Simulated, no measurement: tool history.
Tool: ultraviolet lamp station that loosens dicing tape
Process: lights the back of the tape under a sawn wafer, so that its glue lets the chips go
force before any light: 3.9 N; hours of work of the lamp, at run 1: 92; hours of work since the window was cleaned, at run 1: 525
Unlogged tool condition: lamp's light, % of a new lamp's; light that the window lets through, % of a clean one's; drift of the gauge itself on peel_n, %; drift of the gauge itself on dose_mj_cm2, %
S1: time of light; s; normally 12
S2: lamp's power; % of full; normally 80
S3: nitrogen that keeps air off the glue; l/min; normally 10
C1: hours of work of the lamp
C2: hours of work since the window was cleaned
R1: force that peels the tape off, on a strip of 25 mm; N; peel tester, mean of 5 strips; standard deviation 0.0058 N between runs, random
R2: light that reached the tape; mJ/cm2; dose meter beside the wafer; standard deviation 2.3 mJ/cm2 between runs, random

| run | day | S1 | S2 | S3 | C1 | C2 | R1 | R2 |
|---|---|---|---|---|---|---|---|---|
| 1 | 0 | 12 | 80 | 10 | 92 | 525 | 0.183 | 206 |
| 2 | 1.942 | 12 | 80 | 10 | 126 | 559 | 0.18 | 203 |
| 3 | 3.55 | 12 | 80 | 10 | 154 | 587 | 0.2 | 198 |
| 4 | 5.488 | 12 | 80 | 10 | 188 | 621 | 0.201 | 192 |
| 5 | 6.688 | 12 | 80 | 10 | 209 | 642 | 0.193 | 195 |
|  | 7.871 | window cleaned of glue's vapour |
| 6 | 7.871 | 12 | 80 | 10 | 229 | 0 | 0.222 | 184 |
| 7 | 9.288 | 12 | 80 | 10 | 254 | 25 | 0.23 | 185 |
| 8 | 11.221 | 12 | 80 | 10 | 288 | 59 | 0.229 | 178 |
|  | 11.525 | window cleaned of glue's vapour, once more |
| 9 | 12.779 | 12 | 80 | 6 | 315 | 22 | 0.261 | 206 |
| 10 | 14.279 | 12 | 80 | 6 | 341 | 48 | 0.264 | 206 |
| 11 | 15.854 | 12 | 80 | 6 | 369 | 76 | 0.26 | 200 |
| 12 | 17.308 | 12 | 80 | 6 | 394 | 101 | 0.291 | 196 |
| 13 | 18.692 | 19 | 79 | 5 | 418 | 125 | 0.155 | 308 |
| 14 | 20.658 | 12 | 80 | 8 | 453 | 160 | 0.245 | 188 |
| 15 | 22.621 | 12 | 90 | 10 | 487 | 194 | 0.163 | 215 |
| 16 | 24.079 | 12 | 90 | 10 | 512 | 220 | 0.179 | 207 |
| 17 | 25.758 | 12 | 90 | 10 | 542 | 249 | 0.177 | 204 |
| 18 | 27.367 | 12 | 81 | 10 | 570 | 277 | 0.23 | 180 |
| 19 | 28.754 | 12 | 81 | 10 | 594 | 301 | 0.236 | 172 |
| 20 | 29.85 | 12 | 72 | 10 | 613 | 321 | 0.311 | 154 |
| 21 | 30.804 | 10 | 90 | 5 | 630 | 337 | 0.506 | 159 |
| 22 | 32.612 | 10 | 99 | 4 | 662 | 369 | 0.506 | 172 |
| 23 | 34.108 | 12 | 79 | 10 | 688 | 395 | 0.282 | 165 |

Each row is a separate what-if for the run after 23, all from the same tool condition, not one after another. Results?
| A | 35.021 | 12 | 78 | 7 | 704 | 411 | ? | ? |
| B | 35.021 | 23 | 68 | 10 | 704 | 411 | ? | ? |
| C | 35.021 | 12 | 80 | 11 | 704 | 411 | ? | ? |
| D | 35.021 | 10 | 82 | 17 | 704 | 411 | ? | ? |
| E | 35.021 | 12 | 80 | 13 | 704 | 411 | ? | ? |

| run | R1 | R2 |
|---|---|---|
| A | 0.397 | 159 |
| B | 0.127 | 264 |
| C | 0.268 | 162 |
| D | 0.273 | 138 |
| E | 0.24 | 162 |
Without the tool's unlogged condition, the same runs would have read:
| run | R1 | R2 |
|---|---|---|
| A | 0.187 | 233 |
| B | 0.103 | 388 |
| C | 0.142 | 237 |
| D | 0.141 | 202 |
| E | 0.131 | 238 |
